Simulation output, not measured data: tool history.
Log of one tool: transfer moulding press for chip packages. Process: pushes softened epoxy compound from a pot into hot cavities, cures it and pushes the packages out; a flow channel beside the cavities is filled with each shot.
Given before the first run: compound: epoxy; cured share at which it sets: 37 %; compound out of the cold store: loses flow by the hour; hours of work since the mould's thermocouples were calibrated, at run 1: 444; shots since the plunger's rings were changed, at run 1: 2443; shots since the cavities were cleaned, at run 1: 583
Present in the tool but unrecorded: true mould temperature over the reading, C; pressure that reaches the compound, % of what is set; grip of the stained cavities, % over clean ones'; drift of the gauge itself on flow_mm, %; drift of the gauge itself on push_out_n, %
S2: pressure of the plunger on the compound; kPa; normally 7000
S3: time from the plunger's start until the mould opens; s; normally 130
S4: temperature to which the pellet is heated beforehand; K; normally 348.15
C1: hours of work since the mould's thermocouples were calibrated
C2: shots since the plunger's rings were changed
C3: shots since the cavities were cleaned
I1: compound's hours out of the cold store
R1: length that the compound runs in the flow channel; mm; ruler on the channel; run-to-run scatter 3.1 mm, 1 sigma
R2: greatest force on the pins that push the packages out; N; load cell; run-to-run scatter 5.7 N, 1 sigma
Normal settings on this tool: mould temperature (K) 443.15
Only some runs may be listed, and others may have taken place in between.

run 1 hour=0 | mould_temperature_(K)=443.15 S2=7000 S3=130 S4=348.15 | C1=444 C2=2443 C3=583 | I1=37.7 | R1=655 R2=302
-- hour=26.7 plunger's sealing rings changed
-- hour=40.1 cavities cleaned with cleaning compound and waxed
run 2 hour=86 | mould_temperature_(K)=443.15 S2=7000 S3=130 S4=348.15 | C1=487 C2=482 C3=383 | I1=27.2 | R1=699 R2=275
-- hour=142.4 cavities cleaned with cleaning compound and waxed
run 3 hour=142.4 | mould_temperature_(K)=443.15 S2=7000 S3=130 S4=348.15 | C1=517 C2=940 C3=0 | I1=33.1 | R1=680 R2=199
-- hour=174.9 mould's thermocouples calibrated
run 4 hour=197.2 | mould_temperature_(K)=443.15 S2=6370 S3=130 S4=348.15 | C1=12 C2=1381 C3=441 | I1=33.2 | R1=654 R2=293
-- hour=250.9 cavities cleaned with cleaning compound and waxed
run 5 hour=267.4 | mould_temperature_(K)=443.15 S2=6370 S3=130 S4=348.15 | C1=48 C2=1955 C3=138 | I1=26.6 | R1=663 R2=253
run 6 hour=338.9 | mould_temperature_(K)=443.15 S2=7000 S3=130 S4=348.15 | C1=86 C2=2551 C3=734 | I1=21.8 | R1=690 R2=334
-- hour=347.5 plunger's sealing rings changed
-- hour=355.9 cavities cleaned with cleaning compound and waxed
run 7 hour=425.2 | mould_temperature_(K)=443.15 S2=7350 S3=130 S4=348.15 | C1=130 C2=636 C3=578 | I1=26.6 | R1=720 R2=316
-- hour=462.1 cavities cleaned with cleaning compound and waxed
run 8 hour=496.4 | mould_temperature_(K)=443.15 S2=7350 S3=130 S4=348.15 | C1=167 C2=1218 C3=286 | I1=11.1 | R1=749 R2=290
-- hour=563.2 cavities cleaned with cleaning compound and waxed
run 9 hour=563.2 | mould_temperature_(K)=443.15 S2=7000 S3=130 S4=348.15 | C1=201 C2=1763 C3=0 | I1=28.3 | R1=691 R2=199
run 10 hour=641.8 | mould_temperature_(K)=443.15 S2=7000 S3=152 S4=348.15 | C1=243 C2=2419 C3=656 | I1=39.3 | R1=660 R2=294
-- hour=670 plunger's sealing rings changed
-- hour=671.5 cavities cleaned with cleaning compound and waxed
run 11 hour=708.9 | mould_temperature_(K)=443.15 S2=7000 S3=152 S4=348.15 | C1=277 C2=312 C3=312 | I1=29.3 | R1=708 R2=245
-- hour=776.2 cavities cleaned with cleaning compound and waxed
run 12 hour=779.4 | mould_temperature_(K)=443.15 S2=7000 S3=152 S4=348.15 | C1=313 C2=887 C3=26 | I1=23.5 | R1=715 R2=183
run 13 hour=859.4 | mould_temperature_(K)=438.15 S2=7000 S3=130 S4=348.15 | C1=356 C2=1555 C3=694 | I1=42.1 | R1=683 R2=427
-- hour=879.5 cavities cleaned with cleaning compound and waxed
run 14 hour=932.3 | mould_temperature_(K)=441.15 S2=7520 S3=153 S4=348.15 | C1=393 C2=2151 C3=440 | I1=38.4 | R1=696 R2=274
-- hour=980.2 cavities cleaned with cleaning compound and waxed
-- hour=990.4 plunger's sealing rings changed
run 15 hour=1008 | mould_temperature_(K)=441.15 S2=5660 S3=161 S4=349.15 | C1=431 C2=146 C3=211 | I1=39.4 | R1=629 R2=237
run 16 hour=1049.3 | mould_temperature_(K)=441.15 S2=5660 S3=161 S4=349.15 | C1=453 C2=491 C3=556 | I1=35.5 | R1=624 R2=275
-- hour=1084.3 cavities cleaned with cleaning compound and waxed
run 17 hour=1122.3 | mould_temperature_(K)=441.15 S2=5660 S3=161 S4=349.15 | C1=491 C2=1088 C3=317 | I1=30.7 | R1=631 R2=243
-- hour=1190 cavities cleaned with cleaning compound and waxed
-- hour=1198.1 mould's thermocouples calibrated
run 18 hour=1201 | mould_temperature_(K)=443.15 S2=7000 S3=169 S4=345.15 | C1=2 C2=1716 C3=75 | I1=27.8 | R1=687 R2=191
run 19 hour=1268.2 | mould_temperature_(K)=443.15 S2=7000 S3=169 S4=345.15 | C1=37 C2=2276 C3=635 | I1=16.5 | R1=709 R2=277
-- hour=1296 cavities cleaned with cleaning compound and waxed
-- hour=1312 plunger's sealing rings changed
run 20 hour=1327.7 | mould_temperature_(K)=448.15 S2=6490 S3=128 S4=345.15 | C1=67 C2=131 C3=244 | I1=47.2 | R1=635 R2=239
run 21 hour=1380.7 | mould_temperature_(K)=449.15 S2=7000 S3=130 S4=352.15 | C1=95 C2=573 C3=686 | I1=21.4 | R1=693 R2=284
-- hour=1399.2 cavities cleaned with cleaning compound and waxed
run 22 hour=1458.3 | mould_temperature_(K)=449.15 S2=7000 S3=130 S4=352.15 | C1=135 C2=1209 C3=494 | I1=41 | R1=641 R2=267
-- hour=1502.1 cavities cleaned with cleaning compound and waxed
run 23 hour=1507.8 | mould_temperature_(K)=449.15 S2=7000 S3=130 S4=352.15 | C1=161 C2=1609 C3=48 | I1=39.4 | R1=645 R2=186
run 24 hour=1557.3 | mould_temperature_(K)=449.15 S2=5800 S3=135 S4=348.15 | C1=187 C2=2022 C3=461 | I1=13.2 | R1=629 R2=264
-- hour=1608.3 cavities cleaned with cleaning compound and waxed
run 25 hour=1619.7 | mould_temperature_(K)=449.15 S2=5800 S3=135 S4=348.15 | C1=219 C2=2530 C3=95 | I1=47.5 | R1=564 R2=200
-- hour=1630 plunger's sealing rings changed
run 26 hour=1683.9 | mould_temperature_(K)=449.15 S2=5800 S3=135 S4=348.15 | C1=252 C2=449 C3=610 | I1=45.2 | R1=591 R2=276

3 ways to go on from here, each from the tool as it stands after run 26. What would each give?
-- hour=1714.7 cavities cleaned with cleaning compound and waxed
run A hour=1726.7 | mould_temperature_(K)=443.15 S2=6550 S3=138 S4=348.15 | C1=274 C2=794 C3=101 | I1=11.4 | R1=? R2=?
-- hour=1714.7 cavities cleaned with cleaning compound and waxed
run B hour=1726.7 | mould_temperature_(K)=449.15 S2=5800 S3=145 S4=348.15 | C1=274 C2=794 C3=101 | I1=31.7 | R1=? R2=?
-- hour=1714.7 cavities cleaned with cleaning compound and waxed
run C hour=1726.7 | mould_temperature_(K)=445.15 S2=7650 S3=130 S4=348.15 | C1=274 C2=794 C3=101 | I1=34.8 | R1=? R2=?

run=A R1=711 R2=227
run=B R1=603 R2=201
run=C R1=711 R2=214
What these runs would have given with no unlogged condition in the tool:
run=A R1=725 R2=197
run=B R1=615 R2=173
run=C R1=725 R2=186

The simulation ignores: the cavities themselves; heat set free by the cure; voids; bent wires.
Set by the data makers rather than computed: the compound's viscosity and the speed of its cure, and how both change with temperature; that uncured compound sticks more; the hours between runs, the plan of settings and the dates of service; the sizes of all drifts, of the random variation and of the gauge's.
